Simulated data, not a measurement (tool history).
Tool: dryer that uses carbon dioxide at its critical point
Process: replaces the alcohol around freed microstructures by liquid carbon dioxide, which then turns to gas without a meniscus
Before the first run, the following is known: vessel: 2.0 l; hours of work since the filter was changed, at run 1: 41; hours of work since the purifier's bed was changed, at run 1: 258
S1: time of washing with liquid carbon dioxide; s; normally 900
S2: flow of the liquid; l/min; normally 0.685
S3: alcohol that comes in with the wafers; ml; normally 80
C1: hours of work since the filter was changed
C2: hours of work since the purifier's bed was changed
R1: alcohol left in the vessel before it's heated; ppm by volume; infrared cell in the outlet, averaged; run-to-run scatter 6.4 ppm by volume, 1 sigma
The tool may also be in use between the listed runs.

Run 1, hour 0.0: usual settings; C1 41; C2 258. Result: R1 339 ppm by volume.
Run 2, hour 14.2: usual settings; C1 49; C2 266. Result: R1 323 ppm by volume.
Run 3, hour 24.1: usual settings; C1 54; C2 271. Result: R1 342 ppm by volume.
Run 4, hour 37.3: usual settings; C1 62; C2 279. Result: R1 337 ppm by volume.
Run 5, hour 44.3: usual settings but S2 0.893 l/min; C1 66; C2 283. Result: R1 113 ppm by volume.
Run 6, hour 58.0: usual settings; C1 74; C2 291. Result: R1 340 ppm by volume.
Run 7, hour 74.0: usual settings but S1 600 s; C1 83; C2 300. Result: R1 1542 ppm by volume.
Run 8, hour 87.4: usual settings but S1 600 s; C1 90; C2 307. Result: R1 1557 ppm by volume.
Run 9, hour 94.3: usual settings but S1 600 s; C1 94; C2 311. Result: R1 1548 ppm by volume.
Run 10, hour 104.8: usual settings but S1 600 s; C1 100; C2 317. Result: R1 1576 ppm by volume.
Run 11, hour 114.5: usual settings but S1 600 s; C1 106; C2 323. Result: R1 1533 ppm by volume.
Run 12, hour 123.2: usual settings but S1 600 s; C1 111; C2 328. Result: R1 1620 ppm by volume.
Run 13, hour 135.8: usual settings but S2 0.994 l/min; C1 118; C2 335. Result: R1 89 ppm by volume.
Run 14, hour 148.8: usual settings but S1 720 s; C1 125; C2 342. Result: R1 846 ppm by volume.
Run 15, hour 158.7: usual settings; C1 131; C2 348. Result: R1 368 ppm by volume.
Run 16, hour 168.8: usual settings; C1 137; C2 354. Result: R1 377 ppm by volume.
Run 17, hour 181.7: usual settings but S2 0.588 l/min; C1 144; C2 361. Result: R1 672 ppm by volume.
Run 18, hour 192.3: usual settings but S1 1200 s; C1 150; C2 367. Result: R1 144 ppm by volume.
Run 19, hour 205.3: usual settings but S1 660 s, S2 0.456 l/min, S3 106 ml; C1 158; C2 375. Result: R1 4959 ppm by volume.
Run 20, hour 213.8: usual settings but S1 1140 s, S2 0.469 l/min, S3 45 ml; C1 162; C2 379. Result: R1 410 ppm by volume.
Run 21, hour 223.8: usual settings but S1 1320 s, S2 0.527 l/min; C1 168; C2 385. Result: R1 247 ppm by volume.
Run 22, hour 231.6: usual settings but S1 540 s, S2 0.933 l/min; C1 173; C2 390. Result: R1 841 ppm by volume.
Run 23, hour 248.5: usual settings but S1 1080 s, S2 0.436 l/min, S3 74 ml; C1 182; C2 399. Result: R1 964 ppm by volume.
Run 24, hour 263.2: usual settings but S1 540 s, S3 93 ml; C1 191; C2 408. Result: R1 2642 ppm by volume.
Run 25, hour 270.2: usual settings but S1 540 s, S3 93 ml; C1 195; C2 412. Result: R1 2700 ppm by volume.
Run 26, hour 283.5: usual settings but S2 1.094 l/min, S3 25 ml; C1 202; C2 419. Result: R1 96 ppm by volume.
Run 27, hour 297.3: usual settings but S1 600 s, S2 0.792 l/min, S3 85 ml; C1 210; C2 427. Result: R1 1144 ppm by volume.
Run 28, hour 306.1: usual settings but S1 600 s, S2 0.792 l/min, S3 85 ml; C1 215; C2 432. Result: R1 1145 ppm by volume.
Run 29, hour 314.8: usual settings but S1 1320 s, S2 1.140 l/min, S3 33 ml; C1 220; C2 437. Result: R1 84 ppm by volume.
Run 30, hour 325.1: usual settings but S1 600 s, S2 0.458 l/min, S3 57 ml; C1 226; C2 443. Result: R1 3437 ppm by volume.
Run 31, hour 341.6: usual settings but S1 600 s, S2 0.814 l/min, S3 110 ml; C1 235; C2 452. Result: R1 1380 ppm by volume.
Run 32, hour 357.7: usual settings but S3 94 ml; C1 244; C2 461. Result: R1 478 ppm by volume.
Run 33, hour 374.5: usual settings but S2 0.655 l/min, S3 57 ml; C1 254; C2 471. Result: R1 391 ppm by volume.
Run 34, hour 391.1: usual settings but S1 540 s, S2 0.494 l/min, S3 31 ml; C1 263; C2 480. Result: R1 2082 ppm by volume.

Consider 4 possible next runs. They are alternatives, not a sequence: every one starts from the tool as it was left by run 34. What does each give?
Run A, hour 405.3: usual settings but S1 540 s, S3 82 ml; C1 271; C2 488. Result: R1 ?.
Run B, hour 405.3: usual settings but S1 1380 s, S2 0.569 l/min, S3 27 ml; C1 271; C2 488. Result: R1 ?.
Run C, hour 405.3: usual settings but S1 540 s, S2 0.914 l/min, S3 39 ml; C1 271; C2 488. Result: R1 ?.
Run D, hour 405.3: usual settings but S1 540 s, S2 1.079 l/min, S3 50 ml; C1 271; C2 488. Result: R1 ?.

run    R1
  A  2490
  B   116
  C   547
  D   400
Stripped of hidden state, with their random variation kept, the same runs would have yielded:
run    R1
  A  1995
  B    26
  C   362
  D   236
